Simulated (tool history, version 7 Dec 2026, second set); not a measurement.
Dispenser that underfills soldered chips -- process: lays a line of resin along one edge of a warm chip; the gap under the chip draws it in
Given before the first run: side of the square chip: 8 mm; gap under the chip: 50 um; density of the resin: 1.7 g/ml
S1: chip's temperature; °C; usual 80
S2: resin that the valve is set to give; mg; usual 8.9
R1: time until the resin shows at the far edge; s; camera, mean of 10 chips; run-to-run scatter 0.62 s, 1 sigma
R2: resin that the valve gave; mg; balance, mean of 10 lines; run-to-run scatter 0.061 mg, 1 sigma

run  hour  S1    S2    R1    R2
  1     0  80   8.9  79.3  8.76
      1.9  -- new syringe of resin
  2   5.8  80   8.9  67.8  8.78
     10.5  -- new syringe of resin
  3  10.5  80  7.61    53  7.48
  4  17.1  80  7.61  78.4  7.46
       19  -- new syringe of resin
  5    22  80  7.61  62.2   7.5
     27.7  -- new syringe of resin
  6  28.8  80   8.9  54.3  8.63
  7  34.3  80   8.9  75.9  8.65
     36.5  -- new syringe of resin
  8    42  80  9.11  69.6  8.88
     44.8  -- new syringe of resin
  9  46.9  91  9.11  35.3  8.84
 10  50.5  83  9.81  63.1  9.42
     53.2  -- new syringe of resin
 11  55.6  82  9.74  52.9  9.45
 12  59.2  92  8.91  42.9  8.62
     61.6  -- new syringe of resin
 13  63.3  92  8.91  32.6  8.65
 14  68.3  76  9.81  90.7   9.5
     70.5  -- new syringe of resin
 15  72.5  76  9.81  67.9  9.44

Below are 4 alternative next runs, each starting from the tool's condition after run 15. Predict each:
  A  75.9  85  11.27   ?   ?
  B  75.9  73   9.81   ?   ?
  C  75.9  71  10.54   ?   ?
  D  75.9  93  11.07   ?   ?

run     R1     R2
  A   54.3  10.75
  B   94.6   9.32
  C  107.5   10.1
  D   38.9  10.55
With no hidden state in the tool, these same runs would have given:
run    R1     R2
  A  41.5  11.22
  B  72.6   9.72
  C  82.8  10.54
  D  29.7  11.01
